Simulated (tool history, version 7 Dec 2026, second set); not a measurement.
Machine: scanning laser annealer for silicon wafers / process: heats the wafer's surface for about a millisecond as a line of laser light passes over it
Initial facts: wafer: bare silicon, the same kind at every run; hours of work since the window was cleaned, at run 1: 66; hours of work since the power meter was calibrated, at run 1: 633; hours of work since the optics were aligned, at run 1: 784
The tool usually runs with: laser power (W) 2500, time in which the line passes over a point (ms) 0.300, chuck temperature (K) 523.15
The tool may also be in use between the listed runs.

run,day,laser power (W),time in which the line passes over a point (ms),chuck temperature (K),hours of work since the window was cleaned,hours of work since the power meter was calibrated,hours of work since the optics were aligned,highest temperature of the surface (K)
1,0.000,2500,0.300,523.15,66,633,784,1333.15
2,0.796,2500,0.300,523.15,78,646,797,1333.15
3,1.279,2500,0.300,523.15,86,653,804,1332.15
4,2.071,2500,0.300,523.15,99,666,817,1333.15
5,3.021,2622,0.300,523.15,114,682,832,1369.15
6,3.604,2622,0.300,523.15,124,691,842,1372.15
7,4.221,2500,0.289,523.15,134,701,852,1317.15
8,5.271,2500,0.289,523.15,151,718,869,1315.15
9,6.200,2500,0.300,535.15,166,733,884,1340.15
10,7.108,2694,0.300,523.15,180,748,898,1386.15
11,7.975,2694,0.300,523.15,194,762,912,1387.15
12,8.533,2694,0.300,526.15,203,771,921,1388.15
13,9.354,2694,0.297,526.15,217,784,935,1387.15
14,10.404,2554,0.297,526.15,234,801,952,1337.15
15,11.550,2500,0.300,534.15,252,819,970,1329.15
16,12.125,2631,0.300,523.15,261,829,979,1362.15
# day 12.271: window over the wafer cleaned
17,13.050,2631,0.300,523.15,13,842,993,1351.15
18,14.017,2631,0.300,523.15,28,858,1009,1347.15
# day 14.517: window over the wafer cleaned, once more
19,15.029,2188,0.300,547.15,8,873,1024,1259.15
20,15.871,2376,0.300,547.15,22,886,1037,1321.15
21,16.538,2644,0.318,531.15,33,897,1048,1416.15
22,17.254,2428,0.318,536.15,44,909,1060,1346.15
23,17.750,2184,0.228,541.15,52,917,1068,1168.15
24,18.383,2525,0.300,529.15,62,927,1078,1347.15
25,19.196,2542,0.282,529.15,76,940,1091,1331.15
26,20.225,2255,0.219,532.15,92,957,1108,1158.15
27,20.983,2482,0.300,523.15,104,969,1120,1322.15
28,21.483,2482,0.300,523.15,112,977,1128,1323.15
29,22.588,2482,0.300,523.15,130,995,1146,1321.15
30,23.388,2482,0.300,523.15,143,1008,1159,1319.15
31,24.192,2667,0.233,495.15,156,1021,1172,1260.15
32,25.250,2667,0.233,495.15,173,1038,1189,1257.15
33,26.200,2461,0.300,527.15,189,1053,1204,1314.15

3 ways to go on from here, each from the tool as it stands after run 33. What would each give?
A,27.129,2358,0.300,527.15,204,1068,1219,?
B,27.129,2461,0.295,527.15,204,1068,1219,?
C,27.129,2480,0.222,549.15,204,1068,1219,?

run,highest temperature of the surface (K)
A,1278.15
B,1304.15
C,1239.15
What these runs would have given with no unlogged condition in the tool:
run,highest temperature of the surface (K)
A,1306.15
B,1333.15
C,1265.15
